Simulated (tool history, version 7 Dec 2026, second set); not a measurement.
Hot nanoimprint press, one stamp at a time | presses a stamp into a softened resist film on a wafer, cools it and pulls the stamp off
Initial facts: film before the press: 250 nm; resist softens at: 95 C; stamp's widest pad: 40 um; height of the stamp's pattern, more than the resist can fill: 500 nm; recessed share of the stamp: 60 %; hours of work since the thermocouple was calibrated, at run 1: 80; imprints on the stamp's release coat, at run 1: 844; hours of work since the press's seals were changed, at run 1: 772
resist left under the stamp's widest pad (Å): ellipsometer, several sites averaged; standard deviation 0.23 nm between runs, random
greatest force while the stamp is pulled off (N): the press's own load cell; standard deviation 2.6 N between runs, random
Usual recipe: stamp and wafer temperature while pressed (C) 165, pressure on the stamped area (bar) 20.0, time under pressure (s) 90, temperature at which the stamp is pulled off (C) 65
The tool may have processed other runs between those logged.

run,day,stamp and wafer temperature while pressed (C),pressure on the stamped area (bar),time under pressure (s),temperature at which the stamp is pulled off (C),hours of work since the thermocouple was calibrated,imprints on the stamp's release coat,hours of work since the press's seals were changed,resist left under the stamp's widest pad (Å),greatest force while the stamp is pulled off (N)
1,0.000,165,20.0,90,65,80,844,772,1220,272
# day 2.712: stamp cleaned and given a new release coat
2,3.838,167,20.0,90,65,126,105,818,1119,243
3,6.204,171,20.0,90,65,157,327,849,943,253
4,8.679,171,20.0,90,65,189,558,881,936,263
5,12.008,165,20.0,103,65,232,870,924,1156,276
# day 14.421: stamp cleaned and given a new release coat
# day 15.858: press's hydraulic seals changed and the load cell set to zero
6,16.158,165,20.0,102,65,278,131,4,1135,239
7,18.800,165,20.0,102,65,312,378,38,1131,247
# day 19.100: plate thermocouple calibrated
8,22.071,165,20.0,102,65,38,672,79,1183,265
9,24.504,165,18.8,90,65,70,900,110,1268,274
# day 26.562: stamp cleaned and given a new release coat
10,26.988,165,18.8,90,65,99,40,139,1264,242
11,31.283,163,18.8,90,65,154,442,194,1363,256
12,34.342,163,18.8,90,65,194,728,234,1356,272
13,37.321,163,18.8,90,66,232,1007,272,1352,278
# day 38.329: stamp cleaned and given a new release coat
14,41.471,165,20.0,90,70,282,294,323,1206,230
# day 44.208: plate thermocouple calibrated
15,45.921,165,30.1,90,65,22,698,378,990,271
16,47.804,165,30.1,90,65,46,875,403,987,279
# day 50.142: stamp cleaned and given a new release coat
17,51.050,165,15.7,130,65,85,85,441,1229,243
18,54.229,175,15.7,141,65,126,382,482,785,249
19,57.379,175,15.7,141,65,167,677,523,783,267
20,61.042,175,15.7,141,65,214,1020,570,781,281
# day 61.762: stamp cleaned and given a new release coat
21,64.208,165,24.4,90,56,252,229,608,1090,272
22,67.992,165,24.4,90,56,301,583,657,1081,290

Expected results for the next run?
# day 69.329: plate thermocouple calibrated
23,71.992,165,24.4,90,56,34,945,707,?,?

{"run 23": {"resist left under the stamp's widest pad (Å)": 1111, "greatest force while the stamp is pulled off (N)": 302}}
The same run, on a tool lacking any hidden state, would have yielded resist left under the stamp's widest pad (Å) 1099, greatest force while the stamp is pulled off (N) 259.

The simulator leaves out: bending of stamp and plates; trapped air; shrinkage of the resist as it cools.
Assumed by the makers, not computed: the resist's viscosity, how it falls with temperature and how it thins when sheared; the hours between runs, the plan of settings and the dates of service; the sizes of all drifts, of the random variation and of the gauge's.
